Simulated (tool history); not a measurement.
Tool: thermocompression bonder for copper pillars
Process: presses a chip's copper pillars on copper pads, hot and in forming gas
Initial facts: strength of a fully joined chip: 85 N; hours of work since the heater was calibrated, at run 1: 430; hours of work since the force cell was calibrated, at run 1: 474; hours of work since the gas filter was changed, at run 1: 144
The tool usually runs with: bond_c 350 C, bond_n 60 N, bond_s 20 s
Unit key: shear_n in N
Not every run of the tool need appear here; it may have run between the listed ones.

run	hour	bond_c	bond_n	bond_s	hours of work since the heater was calibrated	hours of work since the force cell was calibrated	hours of work since the gas filter was changed	shear_n
1	0.0	350	60	20	430	474	144	54.6
2	50.6	350	60	20	470	514	184	53.5
# hour 85.2: forming gas filter changed
3	101.4	350	60	20	510	553	13	57.1
# hour 140.7: heater calibrated with a thermocouple chip
4	160.2	350	59	20	15	598	58	53.7
5	189.6	350	60	20	39	621	81	53.7
6	234.3	364	60	20	74	657	116	57.4
7	263.6	364	60	20	97	680	139	57.8
8	305.2	364	60	20	130	713	172	56.7
9	330.1	364	60	19	149	732	192	55.2
# hour 357.9: forming gas filter changed
10	368.2	350	41	20	179	762	8	40.1
11	416.5	350	41	20	217	800	46	37.5
12	445.7	350	52	20	240	823	69	48.8
13	487.5	350	60	40	273	856	102	64.3
14	518.7	350	60	40	298	881	127	64.4
15	550.8	350	60	40	323	906	152	64.5
16	586.9	350	50	20	351	934	181	46.0
# hour 626.0: forming gas filter changed
17	645.3	350	64	20	397	980	15	61.1
18	698.5	350	60	15	439	1022	57	52.0
# hour 704.3: force cell calibrated
19	755.0	350	60	15	483	40	101	52.6
20	787.4	360	47	20	508	66	126	48.4
21	824.7	336	47	20	537	95	156	42.1
# hour 830.6: heater calibrated with a thermocouple chip
22	870.1	336	47	20	31	129	190	38.2
# hour 895.7: force cell calibrated, once more
# hour 900.1: forming gas filter changed
23	901.4	336	47	20	54	4	1	38.4
24	954.1	368	40	23	96	46	43	42.8
25	985.8	340	41	31	121	71	68	39.9
26	1026.2	340	67	60	153	103	99	68.3
27	1057.4	342	67	60	177	127	124	68.6
28	1106.8	342	67	60	216	166	163	67.9
29	1152.2	353	68	10	252	202	199	47.4
# hour 1172.7: forming gas filter changed
30	1209.2	353	68	10	297	246	29	50.6
31	1262.9	371	60	16	339	289	71	56.8
32	1308.8	350	58	20	375	325	107	53.0
33	1336.1	356	41	22	397	347	129	40.4
34	1382.5	363	70	18	433	383	165	61.6
35	1425.4	369	60	47	467	417	199	68.3
# hour 1440.5: forming gas filter changed
36	1455.6	358	53	35	491	440	12	61.8
37	1486.7	343	38	20	515	465	36	34.5
# hour 1519.2: heater calibrated with a thermocouple chip
38	1541.8	373	65	23	18	507	78	65.1

Predict each of these 4 candidate next runs independently; none follows another, all start after run 38:
A	1599.5	350	60	31	63	552	124	?
B	1599.5	373	49	45	63	552	124	?
C	1599.5	331	72	13	63	552	124	?
D	1599.5	361	53	34	63	552	124	?

run	shear_n
A	60.1
B	61.5
C	48.5
D	58.5
With no hidden state in the tool, these same runs would have given:
run	shear_n
A	60.8
B	62.5
C	48.5
D	59.1

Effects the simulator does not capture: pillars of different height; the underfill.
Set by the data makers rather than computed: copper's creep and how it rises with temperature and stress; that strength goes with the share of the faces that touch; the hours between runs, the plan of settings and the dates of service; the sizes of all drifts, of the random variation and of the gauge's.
